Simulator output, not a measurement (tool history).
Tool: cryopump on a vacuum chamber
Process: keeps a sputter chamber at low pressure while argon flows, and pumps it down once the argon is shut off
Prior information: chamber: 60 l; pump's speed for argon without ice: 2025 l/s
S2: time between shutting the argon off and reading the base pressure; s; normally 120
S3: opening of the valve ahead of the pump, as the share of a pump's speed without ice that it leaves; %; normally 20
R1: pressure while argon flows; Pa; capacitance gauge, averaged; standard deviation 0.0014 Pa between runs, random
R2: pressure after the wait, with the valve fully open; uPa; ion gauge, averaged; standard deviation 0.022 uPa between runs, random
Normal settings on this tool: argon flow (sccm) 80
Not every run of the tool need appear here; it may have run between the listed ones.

Run 1, hour 0.0: usual settings. Result: R1 0.3384 Pa, R2 1.27 uPa.
Run 2, hour 9.9: usual settings. Result: R1 0.3375 Pa, R2 1.32 uPa.
Run 3, hour 26.6: usual settings. Result: R1 0.3372 Pa, R2 1.34 uPa.
Run 4, hour 41.2: usual settings. Result: R1 0.3420 Pa, R2 1.32 uPa.
Run 5, hour 55.2: usual settings. Result: R1 0.3360 Pa, R2 1.31 uPa.
Run 6, hour 67.1: usual settings. Result: R1 0.3390 Pa, R2 1.34 uPa.
Run 7, hour 86.5: usual settings. Result: R1 0.3422 Pa, R2 1.39 uPa.
Run 8, hour 98.2: usual settings. Result: R1 0.3423 Pa, R2 1.39 uPa.
Run 9, hour 111.1: usual settings. Result: R1 0.3424 Pa, R2 1.44 uPa.
Run 10, hour 127.5: usual settings but argon flow (sccm) 40, S2 64 s, S3 31 %. Result: R1 0.1112 Pa, R2 1.84 uPa.
Run 11, hour 138.0: usual settings but argon flow (sccm) 35, S2 166 s, S3 36 %. Result: R1 0.0855 Pa, R2 1.29 uPa.
Run 12, hour 155.6: usual settings but argon flow (sccm) 43, S2 166 s, S3 15 %. Result: R1 0.2441 Pa, R2 1.33 uPa.
Run 13, hour 166.3: usual settings but argon flow (sccm) 43, S2 166 s, S3 15 %. Result: R1 0.2457 Pa, R2 1.35 uPa.
Run 14, hour 176.0: usual settings but argon flow (sccm) 88, S2 54 s, S3 15 %. Result: R1 0.4987 Pa, R2 2.03 uPa.
Run 15, hour 196.6: usual settings but argon flow (sccm) 41, S3 44 %. Result: R1 0.0842 Pa, R2 1.53 uPa.
Run 16, hour 213.0: usual settings but argon flow (sccm) 127, S2 90 s, S3 18 %. Result: R1 0.6066 Pa, R2 1.67 uPa.
Run 17, hour 227.0: usual settings but S3 18 %. Result: R1 0.3852 Pa, R2 1.60 uPa.
Run 18, hour 246.5: usual settings but S3 18 %. Result: R1 0.3862 Pa, R2 1.56 uPa.

Alternative continuations, all from the tool just after run 18; predict every row:
Run A, hour 261.6: usual settings but argon flow (sccm) 72, S2 93 s, S3 25 %. Result: R1 ?, R2 ?.
Run B, hour 261.6: usual settings. Result: R1 ?, R2 ?.
Run C, hour 261.6: usual settings but S2 110 s, S3 18 %. Result: R1 ?, R2 ?.
Run D, hour 261.6: usual settings but S3 33 %. Result: R1 ?, R2 ?.

run      R1    R2
  A  0.2551  1.73
  B  0.3499  1.59
  C  0.3871  1.59
  D  0.2172  1.60
Stripped of hidden state, with their random variation kept, the same runs would have yielded:
run      R1    R2
  A  0.2409  0.72
  B  0.3342  0.60
  C  0.3714  0.63
  D  0.2016  0.62
